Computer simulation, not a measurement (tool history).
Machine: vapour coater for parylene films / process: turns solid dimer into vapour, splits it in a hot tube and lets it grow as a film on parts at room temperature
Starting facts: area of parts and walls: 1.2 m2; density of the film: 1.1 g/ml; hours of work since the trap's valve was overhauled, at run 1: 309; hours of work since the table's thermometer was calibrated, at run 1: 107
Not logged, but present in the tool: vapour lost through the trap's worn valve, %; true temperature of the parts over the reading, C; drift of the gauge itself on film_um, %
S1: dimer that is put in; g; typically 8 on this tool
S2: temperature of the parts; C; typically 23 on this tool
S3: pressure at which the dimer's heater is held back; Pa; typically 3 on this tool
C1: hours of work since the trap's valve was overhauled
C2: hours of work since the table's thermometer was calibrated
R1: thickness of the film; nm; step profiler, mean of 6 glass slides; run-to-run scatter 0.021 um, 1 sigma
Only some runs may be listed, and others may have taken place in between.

run 1 hour=0 | S1=8 S2=23 S3=3 | C1=309 C2=107 | R1=2730
run 2 hour=6.8 | S1=8 S2=23 S3=3 | C1=315 C2=113 | R1=2770
run 3 hour=14.6 | S1=8 S2=23 S3=3 | C1=321 C2=119 | R1=2750
run 4 hour=29.8 | S1=8 S2=23 S3=3 | C1=333 C2=131 | R1=2730
run 5 hour=39.2 | S1=8 S2=23 S3=3 | C1=341 C2=139 | R1=2720
run 6 hour=49.6 | S1=8 S2=23 S3=3 | C1=350 C2=148 | R1=2770
run 7 hour=60.6 | S1=8 S2=23 S3=3 | C1=358 C2=157 | R1=2710
run 8 hour=67 | S1=4 S2=23 S3=3 | C1=364 C2=162 | R1=1330
run 9 hour=74.7 | S1=4 S2=23 S3=3 | C1=370 C2=168 | R1=1360
run 10 hour=88.3 | S1=4 S2=23 S3=3 | C1=381 C2=179 | R1=1380
run 11 hour=101.9 | S1=4 S2=23 S3=3 | C1=392 C2=190 | R1=1360
run 12 hour=111.7 | S1=4 S2=23 S3=3 | C1=400 C2=198 | R1=1350
run 13 hour=126.3 | S1=4 S2=23 S3=3 | C1=412 C2=210 | R1=1370
run 14 hour=138.9 | S1=4 S2=23 S3=3 | C1=422 C2=220 | R1=1350
run 15 hour=153.8 | S1=4 S2=23 S3=3 | C1=434 C2=232 | R1=1350
-- hour=158.7 trap's valve overhauled
run 16 hour=170.2 | S1=4 S2=23 S3=3 | C1=9 C2=243 | R1=1300
run 17 hour=183.4 | S1=14 S2=23 S3=3 | C1=20 C2=253 | R1=4510
run 18 hour=192 | S1=14 S2=23 S3=3 | C1=27 C2=260 | R1=4480
run 19 hour=204.9 | S1=14 S2=23 S3=3 | C1=38 C2=271 | R1=4550
-- hour=217.8 trap's valve overhauled, once more
run 20 hour=219.8 | S1=14 S2=23 S3=3 | C1=2 C2=280 | R1=5160
run 21 hour=230.9 | S1=14 S2=23 S3=3 | C1=11 C2=289 | R1=5130
run 22 hour=244.4 | S1=8 S2=23 S3=3 | C1=22 C2=300 | R1=2920
run 23 hour=250.6 | S1=8 S2=23 S3=3 | C1=27 C2=305 | R1=2930
run 24 hour=261.1 | S1=8 S2=23 S3=3 | C1=35 C2=313 | R1=2910
run 25 hour=273.3 | S1=6 S2=19 S3=3 | C1=45 C2=323 | R1=2320
run 26 hour=285.2 | S1=6 S2=27 S3=3 | C1=55 C2=333 | R1=2070
run 27 hour=294 | S1=4 S2=16 S3=2.53 | C1=62 C2=340 | R1=1640
run 28 hour=308.9 | S1=4 S2=16 S3=2.53 | C1=74 C2=352 | R1=1640
run 29 hour=318.7 | S1=8 S2=16 S3=7.26 | C1=82 C2=360 | R1=2890
run 30 hour=330.3 | S1=9 S2=18 S3=2 | C1=92 C2=370 | R1=3720
run 31 hour=342.6 | S1=9 S2=18 S3=2 | C1=102 C2=380 | R1=3740
run 32 hour=353.4 | S1=9 S2=18 S3=2 | C1=110 C2=389 | R1=3700
run 33 hour=361.5 | S1=8 S2=23 S3=3.14 | C1=117 C2=395 | R1=2890
run 34 hour=373.9 | S1=8 S2=23 S3=9.37 | C1=127 C2=405 | R1=2470
run 35 hour=382.8 | S1=5 S2=17 S3=9.37 | C1=134 C2=413 | R1=1710
run 36 hour=397.3 | S1=10 S2=23 S3=3 | C1=146 C2=424 | R1=3590
run 37 hour=409 | S1=10 S2=23 S3=3 | C1=156 C2=434 | R1=3580
run 38 hour=420.3 | S1=10 S2=23 S3=3 | C1=165 C2=443 | R1=3540
run 39 hour=428.1 | S1=4 S2=23 S3=3 | C1=171 C2=449 | R1=1400
run 40 hour=443.1 | S1=5 S2=23 S3=8.45 | C1=184 C2=462 | R1=1540
run 41 hour=456.9 | S1=6 S2=15 S3=9.01 | C1=195 C2=473 | R1=2070
run 42 hour=467.1 | S1=6 S2=33 S3=9.01 | C1=203 C2=481 | R1=1560
run 43 hour=481.9 | S1=6 S2=33 S3=2.29 | C1=215 C2=493 | R1=1860
run 44 hour=492.4 | S1=3 S2=25 S3=8.99 | C1=224 C2=502 | R1=890
run 45 hour=502.3 | S1=3 S2=25 S3=8.99 | C1=232 C2=510 | R1=890
run 46 hour=509.1 | S1=5 S2=20 S3=8.99 | C1=237 C2=515 | R1=1590
run 47 hour=517.1 | S1=5 S2=20 S3=8.99 | C1=244 C2=522 | R1=1580

4 ways to go on from here, each from the tool as it stands after run 47. What would each give?
run A hour=525.1 | S1=6 S2=31 S3=8.99 | C1=250 C2=529 | R1=?
run B hour=525.1 | S1=8 S2=18 S3=4.23 | C1=250 C2=529 | R1=?
run C hour=525.1 | S1=5 S2=20 S3=2.05 | C1=250 C2=529 | R1=?
run D hour=525.1 | S1=11 S2=25 S3=5.81 | C1=250 C2=529 | R1=?

run=A R1=1620
run=B R1=2890
run=C R1=1930
run=D R1=3410
With no hidden state in the tool, these same runs would have given:
run=A R1=1710
run=B R1=3070
run=C R1=2040
run=D R1=3610
